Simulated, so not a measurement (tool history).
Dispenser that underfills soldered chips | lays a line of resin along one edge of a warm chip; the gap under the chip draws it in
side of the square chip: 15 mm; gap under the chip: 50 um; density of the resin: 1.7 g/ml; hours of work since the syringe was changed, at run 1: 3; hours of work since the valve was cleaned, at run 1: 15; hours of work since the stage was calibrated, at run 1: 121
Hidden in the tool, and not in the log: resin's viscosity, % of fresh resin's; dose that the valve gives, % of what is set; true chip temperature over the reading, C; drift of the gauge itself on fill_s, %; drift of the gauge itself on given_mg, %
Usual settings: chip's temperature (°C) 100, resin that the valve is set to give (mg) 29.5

run    day  chip's temperature (°C)  resin that the valve is set to give (mg)  hours of work since the syringe was changed  hours of work since the valve was cleaned  hours of work since the stage was calibrated  time until the resin shows at the far edge (s)  resin that the valve gave (mg)
  1      0                      100                                      29.5                                            3                                         15                                           121                                            66.1                           29.36
     0.171  -- new syringe of resin
  2  0.208                      100                                      29.5                                            1                                         18                                           124                                            59.6                           29.23
  3  0.321                      100                                      29.5                                            2                                         20                                           126                                            64.3                           29.38
  4  0.438                       99                                      29.5                                            4                                         22                                           128                                            74.8                           29.28
       0.5  -- new syringe of resin
  5  0.567                      100                                      31.2                                            1                                         23                                           129                                              61                           31.04
  6  0.775                      100                                      29.5                                            4                                         27                                           133                                              73                           29.24
     0.842  -- new syringe of resin
  7  0.967                       97                                      29.5                                            2                                         30                                           136                                            71.4                           29.22
  8  1.121                       97                                      29.5                                            5                                         32                                           138                                            81.2                            29.2
     1.179  -- new syringe of resin
  9  1.288                       97                                      29.5                                            2                                         35                                           141                                            70.2                           28.93
 10  1.417                      100                                      29.5                                            4                                         37                                           143                                            70.5                           29.25
     1.508  -- new syringe of resin
 11  1.546                      100                                      29.5                                            1                                         39                                           145                                            58.5                           29.18
 12  1.704                      100                                      29.5                                            3                                         41                                           147                                              67                           29.17
     1.854  -- new syringe of resin
 13  1.917                      110                                      29.5                                            1                                         45                                           151                                            40.3                           28.93
 14  2.112                      100                                      29.5                                            4                                         48                                           154                                            71.9                           28.92
     2.188  -- new syringe of resin
 15  2.238                      100                                      29.5                                            1                                         50                                           156                                            58.8                           28.99
 16  2.346                      102                                      29.5                                            3                                         52                                           158                                            61.5                           28.96
 17  2.496                      102                                      29.5                                            5                                         54                                           160                                            68.2                              29
     2.517  -- new syringe of resin
 18  2.671                      102                                      29.5                                            2                                         57                                           163                                            60.9                           29.01
 19  2.808                       88                                      26.4                                            5                                         59                                           165                                             120                           25.61
     2.846  -- new syringe of resin
 20  2.929                       88                                      26.4                                            1                                         61                                           167                                           100.6                           25.75
 21  3.071                       95                                      25.1                                            4                                         63                                           169                                            87.2                           24.55
     3.175  -- new syringe of resin
 22  3.221                       91                                      27.1                                            1                                         65                                           171                                            85.6                           26.46
 23  3.346                      104                                      30.8                                            3                                         67                                           173                                            55.6                           30.04
     3.517  -- new syringe of resin
 24  3.546                       89                                      35.3                                            1                                         71                                           176                                            86.3                           34.56
 25    3.7                       92                                      34.4                                            3                                         73                                           179                                            89.1                           33.37
     3.862  -- new syringe of resin
 26  3.871                       87                                        26                                            0                                         76                                           182                                            96.8                           25.31
 27  3.992                       88                                      34.7                                            2                                         78                                           184                                            99.3                           33.53
 28  4.088                       88                                      34.7                                            4                                         79                                           185                                           106.9                           33.71
       4.2  -- new syringe of resin
 29   4.25                       86                                      25.9                                            1                                         82                                           188                                           104.9                           25.05
 30  4.442                       86                                      25.9                                            4                                         85                                           191                                           121.8                           25.02
     4.538  -- new syringe of resin
 31  4.608                       86                                        30                                            1                                         87                                           193                                           103.9                           28.91
 32  4.754                       86                                        30                                            4                                         90                                           196                                           117.7                           28.98
     4.871  -- new syringe of resin
 33  4.871                       94                                      32.8                                            0                                         91                                           197                                            69.2                           31.78
 34  5.025                      106                                      30.5                                            3                                         94                                           200                                            50.3                           29.52
 35  5.179                      106                                      30.5                                            5                                         97                                           202                                              58                           29.44

Forecast each of these 4 alternatives for the next run:
     5.208  -- new syringe of resin
  A  5.379                      106                                      26.3                                            3                                        100                                           206                                               ?                               ?
     5.208  -- new syringe of resin
  B  5.379                      106                                      35.5                                            3                                        100                                           206                                               ?                               ?
     5.208  -- new syringe of resin
  C  5.379                      110                                      27.7                                            3                                        100                                           206                                               ?                               ?
     5.208  -- new syringe of resin
  D  5.379                      108                                      27.2                                            3                                        100                                           206                                               ?                               ?

run  time until the resin shows at the far edge (s)  resin that the valve gave (mg)
  A                                            53.4                           25.44
  B                                            51.6                           34.26
  C                                            47.3                           26.82
  D                                            49.3                           26.15
Without the tool's hidden state the same runs would have given:
run  time until the resin shows at the far edge (s)  resin that the valve gave (mg)
  A                                            47.9                           26.43
  B                                            46.8                           35.58
  C                                            42.5                           27.85
  D                                            44.3                           27.16
